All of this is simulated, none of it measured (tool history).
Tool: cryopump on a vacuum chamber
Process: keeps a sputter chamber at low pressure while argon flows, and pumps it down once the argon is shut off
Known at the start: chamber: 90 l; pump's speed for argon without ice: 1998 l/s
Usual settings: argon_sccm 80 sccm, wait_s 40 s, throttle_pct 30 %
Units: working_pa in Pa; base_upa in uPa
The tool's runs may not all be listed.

run,hour,argon_sccm,wait_s,throttle_pct,working_pa,base_upa
1,0.0,80,40,30,0.2489,1.72
# hour 53.5: pump warmed up, emptied and cooled again
2,56.4,106,40,30,0.2990,1.67
3,85.9,106,83,30,0.3019,0.98
4,124.0,80,149,30,0.2280,0.64
5,160.3,80,110,30,0.2277,0.83
6,197.3,80,110,30,0.2279,0.84
7,240.1,80,110,30,0.2288,0.93
8,265.0,80,45,30,0.2294,1.70
9,294.0,80,45,30,0.2302,1.70
10,344.7,80,116,30,0.2293,0.99
11,388.5,80,116,30,0.2311,1.02
12,421.5,80,116,30,0.2296,1.03
13,472.5,80,40,30,0.2303,2.09
14,513.6,80,40,37,0.1872,2.08
15,541.6,80,125,30,0.2323,1.12
16,563.7,80,40,35,0.2003,2.06
17,609.6,80,40,30,0.2331,2.19
18,642.2,74,47,33,0.1977,2.01
19,671.3,119,40,30,0.3466,2.23
20,711.7,119,24,55,0.1935,3.31
21,743.2,119,24,55,0.1950,3.31
22,769.1,119,24,55,0.1948,3.35
23,803.6,73,40,46,0.1421,2.43
24,848.0,90,38,26,0.3042,2.43
25,891.1,90,38,26,0.3042,2.53
26,942.2,80,72,22,0.3168,1.82
27,970.1,80,72,22,0.3180,1.83
28,992.1,80,72,22,0.3198,1.93
29,1042.4,95,50,35,0.2416,2.26
30,1070.5,82,62,21,0.3410,2.08
31,1110.9,56,279,59,0.0878,1.43
32,1138.8,86,39,30,0.2544,2.73
33,1175.9,123,78,22,0.4913,2.03
34,1221.9,93,70,22,0.3711,2.10

3 ways to go on from here, each from the tool as it stands after run 34. What would each give?
A,1252.5,93,131,59,?,?
B,1252.5,93,70,28,?,?
C,1252.5,138,20,16,?,?

run,working_pa,base_upa
A,0.1488,1.76
B,0.2952,2.10
C,0.7505,4.24
Without the tool's hidden state the same runs would have given:
run,working_pa,base_upa
A,0.1333,0.60
B,0.2797,0.97
C,0.7274,3.11
